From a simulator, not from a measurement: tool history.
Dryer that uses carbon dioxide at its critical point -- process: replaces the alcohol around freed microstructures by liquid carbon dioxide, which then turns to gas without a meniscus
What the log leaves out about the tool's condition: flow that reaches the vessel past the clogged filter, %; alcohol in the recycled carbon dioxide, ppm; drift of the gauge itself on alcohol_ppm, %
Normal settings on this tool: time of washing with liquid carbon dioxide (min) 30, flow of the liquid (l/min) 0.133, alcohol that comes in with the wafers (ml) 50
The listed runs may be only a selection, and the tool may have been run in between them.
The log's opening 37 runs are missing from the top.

| run | day | time of washing with liquid carbon dioxide (min) | flow of the liquid (l/min) | alcohol that comes in with the wafers (ml) | hours of work since the filter was changed | hours of work since the purifier's bed was changed | alcohol left in the vessel before it's heated (ppm by volume) |
|---|---|---|---|---|---|---|---|
| 38 | 23.125 | 30 | 0.133 | 64 | 75 | 595 | 262 |
| 39 | 23.875 | 21 | 0.157 | 28 | 86 | 605 | 303 |
| 40 | 24.383 | 21 | 0.157 | 28 | 92 | 612 | 312 |
| 41 | 25.062 | 26 | 0.218 | 54 | 102 | 621 | 148 |
| 42 | 25.825 | 21 | 0.218 | 54 | 112 | 632 | 179 |
| 43 | 26.621 | 29 | 0.126 | 50 | 123 | 643 | 321 |
| 44 | 27.075 | 30 | 0.100 | 119 | 129 | 649 | 1544 |
| 45 | 27.742 | 30 | 0.100 | 119 | 139 | 658 | 1583 |
| 46 | 28.200 | 30 | 0.153 | 48 | 145 | 664 | 195 |

Predict each of these 5 candidate next runs independently; none follows another, all start after run 46:
| A | 28.867 | 19 | 0.135 | 82 | 154 | 673 | ? |
| B | 28.867 | 20 | 0.105 | 48 | 154 | 673 | ? |
| C | 28.867 | 30 | 0.223 | 21 | 154 | 673 | ? |
| D | 28.867 | 32 | 0.087 | 34 | 154 | 673 | ? |
| E | 28.867 | 44 | 0.153 | 44 | 154 | 673 | ? |

| run | alcohol left in the vessel before it's heated (ppm by volume) |
|---|---|
| A | 2098 |
| B | 2752 |
| C | 156 |
| D | 748 |
| E | 158 |
Stripped of hidden state, with their random variation kept, the same runs would have yielded:
| run | alcohol left in the vessel before it's heated (ppm by volume) |
|---|---|
| A | 1717 |
| B | 2353 |
| C | 2 |
| D | 522 |
| E | 3 |

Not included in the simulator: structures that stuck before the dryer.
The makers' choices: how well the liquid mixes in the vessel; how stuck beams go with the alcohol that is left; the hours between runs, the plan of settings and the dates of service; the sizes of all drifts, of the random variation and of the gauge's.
